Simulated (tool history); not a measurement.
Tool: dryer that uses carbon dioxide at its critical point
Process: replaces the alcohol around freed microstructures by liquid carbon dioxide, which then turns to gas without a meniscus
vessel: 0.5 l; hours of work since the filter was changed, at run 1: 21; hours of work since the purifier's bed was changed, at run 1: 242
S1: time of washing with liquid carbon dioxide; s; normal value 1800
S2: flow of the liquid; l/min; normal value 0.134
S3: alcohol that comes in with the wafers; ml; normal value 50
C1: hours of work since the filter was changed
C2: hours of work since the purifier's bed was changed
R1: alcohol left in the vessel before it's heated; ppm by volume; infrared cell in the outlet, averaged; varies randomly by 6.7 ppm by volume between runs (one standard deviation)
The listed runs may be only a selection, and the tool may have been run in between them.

run 1 hour=0.0 | S1=1800 S2=0.134 S3=50 | C1=21 C2=242 | R1=366
run 2 hour=18.0 | S1=1800 S2=0.134 S3=50 | C1=35 C2=255 | R1=363
run 3 hour=36.7 | S1=1800 S2=0.134 S3=50 | C1=50 C2=270 | R1=383
run 4 hour=55.0 | S1=1800 S2=0.134 S3=36 | C1=64 C2=284 | R1=281
run 5 hour=68.0 | S1=1800 S2=0.134 S3=36 | C1=74 C2=294 | R1=312
run 6 hour=87.3 | S1=1800 S2=0.134 S3=36 | C1=88 C2=309 | R1=314
run 7 hour=100.8 | S1=1800 S2=0.134 S3=36 | C1=99 C2=319 | R1=310
run 8 hour=118.5 | S1=1800 S2=0.134 S3=50 | C1=112 C2=333 | R1=443
run 9 hour=129.2 | S1=1800 S2=0.134 S3=50 | C1=121 C2=341 | R1=438
run 10 hour=144.5 | S1=1800 S2=0.134 S3=50 | C1=132 C2=353 | R1=455
run 11 hour=159.4 | S1=1800 S2=0.134 S3=50 | C1=144 C2=364 | R1=476
run 12 hour=172.1 | S1=1800 S2=0.134 S3=50 | C1=154 C2=374 | R1=489
run 13 hour=187.5 | S1=1800 S2=0.134 S3=50 | C1=165 C2=386 | R1=511
run 14 hour=196.8 | S1=1800 S2=0.134 S3=50 | C1=173 C2=393 | R1=505
run 15 hour=206.6 | S1=1800 S2=0.134 S3=50 | C1=180 C2=400 | R1=505
run 16 hour=222.4 | S1=1800 S2=0.181 S3=50 | C1=192 C2=413 | R1=135
run 17 hour=235.9 | S1=1380 S2=0.134 S3=50 | C1=203 C2=423 | R1=1676
run 18 hour=245.3 | S1=1800 S2=0.182 S3=48 | C1=210 C2=430 | R1=126
run 19 hour=253.8 | S1=1800 S2=0.182 S3=64 | C1=216 C2=437 | R1=155
-- hour=255.9 inlet filter changed
run 20 hour=264.9 | S1=2400 S2=0.221 S3=64 | C1=7 C2=445 | R1=71
run 21 hour=278.2 | S1=2400 S2=0.221 S3=64 | C1=17 C2=455 | R1=75
run 22 hour=292.3 | S1=1800 S2=0.121 S3=50 | C1=28 C2=466 | R1=674
run 23 hour=301.6 | S1=1800 S2=0.134 S3=66 | C1=35 C2=473 | R1=517
run 24 hour=318.0 | S1=1320 S2=0.170 S3=99 | C1=48 C2=485 | R1=977
run 25 hour=336.5 | S1=2520 S2=0.184 S3=99 | C1=62 C2=500 | R1=90
run 26 hour=352.4 | S1=2520 S2=0.176 S3=99 | C1=74 C2=512 | R1=82
run 27 hour=368.0 | S1=1440 S2=0.134 S3=65 | C1=86 C2=524 | R1=1573
run 28 hour=375.9 | S1=1440 S2=0.134 S3=65 | C1=92 C2=530 | R1=1568
run 29 hour=387.3 | S1=1740 S2=0.134 S3=50 | C1=101 C2=539 | R1=537
run 30 hour=400.3 | S1=1740 S2=0.134 S3=50 | C1=111 C2=549 | R1=544
run 31 hour=412.7 | S1=1440 S2=0.089 S3=42 | C1=121 C2=558 | R1=4943

Below are 5 alternative next runs, each starting from the tool's condition after run 31. Predict each:
run A hour=420.7 | S1=2400 S2=0.089 S3=38 | C1=127 C2=564 | R1=?
run B hour=420.7 | S1=2280 S2=0.089 S3=29 | C1=127 C2=564 | R1=?
run C hour=420.7 | S1=1860 S2=0.089 S3=53 | C1=127 C2=564 | R1=?
run D hour=420.7 | S1=1620 S2=0.127 S3=28 | C1=127 C2=564 | R1=?
run E hour=420.7 | S1=1440 S2=0.089 S3=47 | C1=127 C2=564 | R1=?

run=A R1=752
run=B R1=750
run=C R1=2818
run=D R1=587
run=E R1=5712
Take away the tool's hidden state, keep each run's random variation, and the runs would have read:
run=A R1=504
run=B R1=508
run=C R1=2192
run=D R1=381
run=E R1=4746
